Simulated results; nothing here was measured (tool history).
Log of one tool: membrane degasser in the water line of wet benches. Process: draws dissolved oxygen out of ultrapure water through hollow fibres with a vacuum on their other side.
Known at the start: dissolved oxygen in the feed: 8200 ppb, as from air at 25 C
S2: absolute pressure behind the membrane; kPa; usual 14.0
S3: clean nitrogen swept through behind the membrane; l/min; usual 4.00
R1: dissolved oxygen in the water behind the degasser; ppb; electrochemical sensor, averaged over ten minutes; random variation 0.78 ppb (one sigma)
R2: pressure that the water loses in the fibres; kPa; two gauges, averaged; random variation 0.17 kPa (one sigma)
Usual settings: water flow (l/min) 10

Run 1, hour 0.0: usual settings. Result: R1 76.1 ppb, R2 26.08 kPa.
Run 2, hour 41.1: usual settings. Result: R1 76.0 ppb, R2 26.01 kPa.
Run 3, hour 98.6: usual settings. Result: R1 75.0 ppb, R2 25.97 kPa.
Run 4, hour 172.0: usual settings. Result: R1 75.3 ppb, R2 26.06 kPa.
At hour 230.7: seals of the vacuum lines changed.
Run 5, hour 244.7: usual settings. Result: R1 72.8 ppb, R2 25.96 kPa.
Run 6, hour 318.8: usual settings but water flow (l/min) 8. Result: R1 56.2 ppb, R2 21.09 kPa.
Run 7, hour 358.6: usual settings but S3 11.73 l/min. Result: R1 29.3 ppb, R2 26.04 kPa.
Run 8, hour 425.5: usual settings but S3 11.73 l/min. Result: R1 29.5 ppb, R2 26.20 kPa.
Run 9, hour 491.8: usual settings but S3 2.53 l/min. Result: R1 112.4 ppb, R2 25.87 kPa.
Run 10, hour 547.8: usual settings but water flow (l/min) 11. Result: R1 82.5 ppb, R2 28.72 kPa.
Run 11, hour 613.9: usual settings but water flow (l/min) 12. Result: R1 90.9 ppb, R2 31.09 kPa.
Run 12, hour 681.9: usual settings but water flow (l/min) 12. Result: R1 91.9 ppb, R2 31.36 kPa.
Run 13, hour 757.1: usual settings but water flow (l/min) 12. Result: R1 89.9 ppb, R2 31.52 kPa.
Run 14, hour 817.0: usual settings but water flow (l/min) 12. Result: R1 91.4 ppb, R2 31.16 kPa.
Run 15, hour 867.3: usual settings but water flow (l/min) 12, S2 33.9 kPa. Result: R1 238.5 ppb, R2 31.22 kPa.
Run 16, hour 937.2: usual settings but water flow (l/min) 12, S2 33.9 kPa. Result: R1 236.0 ppb, R2 31.29 kPa.
Run 17, hour 980.9: usual settings but water flow (l/min) 12, S2 33.9 kPa. Result: R1 233.9 ppb, R2 31.51 kPa.
Run 18, hour 1048.7: usual settings but water flow (l/min) 9, S3 9.80 l/min. Result: R1 29.6 ppb, R2 23.82 kPa.
Run 19, hour 1123.5: usual settings but water flow (l/min) 11, S2 9.5 kPa. Result: R1 54.5 ppb, R2 29.19 kPa.
Run 20, hour 1162.3: usual settings but S2 12.7 kPa. Result: R1 66.3 ppb, R2 26.17 kPa.
Run 21, hour 1217.6: usual settings but S2 12.7 kPa. Result: R1 65.4 ppb, R2 26.24 kPa.
Run 22, hour 1289.6: usual settings but water flow (l/min) 6, S2 18.1 kPa, S3 1.70 l/min. Result: R1 138.1 ppb, R2 15.56 kPa.
Run 23, hour 1342.0: usual settings but S3 8.09 l/min. Result: R1 41.1 ppb, R2 26.32 kPa.
Run 24, hour 1415.3: usual settings but S3 8.09 l/min. Result: R1 40.5 ppb, R2 26.19 kPa.
Run 25, hour 1462.9: usual settings but water flow (l/min) 13, S2 12.2 kPa, S3 11.91 l/min. Result: R1 41.1 ppb, R2 34.40 kPa.
Run 26, hour 1494.2: usual settings but water flow (l/min) 13, S2 12.2 kPa, S3 11.91 l/min. Result: R1 41.0 ppb, R2 34.43 kPa.
Run 27, hour 1562.6: usual settings but water flow (l/min) 11, S2 12.5 kPa, S3 11.91 l/min. Result: R1 31.7 ppb, R2 29.36 kPa.
Run 28, hour 1620.0: usual settings but water flow (l/min) 11, S2 8.5 kPa, S3 3.10 l/min. Result: R1 57.2 ppb, R2 29.13 kPa.
Run 29, hour 1653.6: usual settings but water flow (l/min) 8, S3 5.73 l/min. Result: R1 41.8 ppb, R2 21.25 kPa.
Run 30, hour 1714.0: usual settings but water flow (l/min) 15, S2 12.1 kPa, S3 10.35 l/min. Result: R1 56.6 ppb, R2 39.60 kPa.
Run 31, hour 1779.6: usual settings but water flow (l/min) 7, S2 22.1 kPa, S3 7.34 l/min. Result: R1 50.4 ppb, R2 18.78 kPa.
Run 32, hour 1824.3: usual settings but S2 31.1 kPa, S3 1.61 l/min. Result: R1 422.1 ppb, R2 26.75 kPa.

The same runs without the tool's hidden state, with the same run-to-run variation:
The hidden state here: membrane still open, %; true pressure behind the membrane over the reading, kPa; air that leaks in behind the membrane, l/min; drift of the gauge itself on oxygen_ppb, %; drift of the gauge itself on loss_of_pressure_kpa, %.
run     R1     R2
  1   72.2  25.54
  2   71.9  25.46
  3   70.9  25.39
  4   71.0  25.46
  5   71.8  25.33
  6   55.5  20.56
  7   28.2  25.36
  8   28.3  25.50
  9  110.6  25.14
 10   80.4  27.90
 11   88.2  30.17
 12   89.0  30.40
 13   86.8  30.52
 14   88.1  30.13
 15  233.9  30.17
 16  231.2  30.21
 17  229.0  30.41
 18   27.9  22.96
 19   51.2  28.11
 20   63.3  25.18
 21   62.3  25.23
 22  133.4  14.93
 23   38.4  25.26
 24   37.7  25.10
 25   36.7  32.95
 26   36.5  32.97
 27   28.5  28.09
 28   52.5  27.85
 29   39.2  20.30
 30   49.9  37.78
 31   47.7  17.91
 32  409.3  25.48
